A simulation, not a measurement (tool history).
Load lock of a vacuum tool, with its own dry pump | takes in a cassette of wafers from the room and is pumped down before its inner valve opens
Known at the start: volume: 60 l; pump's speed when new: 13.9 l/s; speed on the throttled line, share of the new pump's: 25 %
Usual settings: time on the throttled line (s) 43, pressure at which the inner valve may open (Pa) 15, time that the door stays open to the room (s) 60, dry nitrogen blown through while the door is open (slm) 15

| run | hour | time on the throttled line (s) | pressure at which the inner valve may open (Pa) | time that the door stays open to the room (s) | dry nitrogen blown through while the door is open (slm) | incoming humidity of the room's air, % | time from the closed door until the inner valve may open (s) | rise of the pressure with all valves shut (Pa/min) |
|---|---|---|---|---|---|---|---|---|
| 1 | 0.0 | 43 | 15 | 60 | 15 | 42.8 | 73.5 | 0.166 |
| 2 | 88.6 | 43 | 15 | 60 | 15 | 45.3 | 73.4 | 0.166 |
| 3 | 152.9 | 43 | 15 | 60 | 15 | 43.8 | 73.8 | 0.171 |
| 4 | 241.8 | 43 | 24 | 60 | 15 | 44.6 | 70.8 | 0.167 |
| 5 | 333.4 | 43 | 24 | 60 | 15 | 44.1 | 70.8 | 0.167 |
| 6 | 406.3 | 43 | 24 | 60 | 15 | 46.5 | 71.5 | 0.176 |
| 7 | 482.3 | 43 | 15 | 48 | 15 | 47.1 | 73.4 | 0.170 |
| 8 | 557.7 | 43 | 15 | 48 | 15 | 46.5 | 73.9 | 0.180 |
| 9 | 621.9 | 43 | 15 | 48 | 15 | 48.1 | 74.0 | 0.181 |
| 10 | 686.9 | 43 | 30 | 156 | 12 | 46.4 | 70.6 | 0.207 |
| 11 | 782.3 | 67 | 18 | 80 | 8 | 50.5 | 90.9 | 0.203 |
| 12 | 855.4 | 67 | 26 | 90 | 8 | 45.3 | 89.5 | 0.192 |
| 13 | 923.8 | 34 | 25 | 37 | 9 | 47.2 | 65.4 | 0.185 |
| 14 | 1011.5 | 34 | 25 | 37 | 9 | 45.1 | 63.5 | 0.184 |
| 15 | 1090.0 | 30 | 28 | 36 | 21 | 41.7 | 61.1 | 0.176 |
| 16 | 1187.2 | 27 | 10 | 145 | 5 | 45.6 | 64.5 | 0.220 |
| 17 | 1248.9 | 73 | 11 | 152 | 9 | 46.2 | 97.3 | 0.229 |
| 18 | 1315.6 | 31 | 11 | 44 | 4 | 42.4 | 66.0 | 0.198 |

Forecast each of these 5 alternatives for the next run:
| A | 1386.2 | 23 | 15 | 205 | 15 | 44.5 | ? | ? |
| B | 1386.2 | 56 | 11 | 44 | 8 | 47.3 | ? | ? |
| C | 1386.2 | 56 | 15 | 221 | 15 | 44.9 | ? | ? |
| D | 1386.2 | 43 | 15 | 32 | 13 | 48.7 | ? | ? |
| E | 1386.2 | 44 | 15 | 127 | 19 | 41.8 | ? | ? |

| run | time from the closed door until the inner valve may open (s) | rise of the pressure with all valves shut (Pa/min) |
|---|---|---|
| A | 59.6 | 0.233 |
| B | 84.3 | 0.200 |
| C | 83.8 | 0.239 |
| D | 73.5 | 0.191 |
| E | 74.5 | 0.211 |
Without the tool's hidden state the same runs would have given:
| run | time from the closed door until the inner valve may open (s) | rise of the pressure with all valves shut (Pa/min) |
|---|---|---|
| A | 55.7 | 0.060 |
| B | 81.2 | 0.025 |
| C | 81.0 | 0.067 |
| D | 70.3 | 0.021 |
| E | 71.3 | 0.039 |
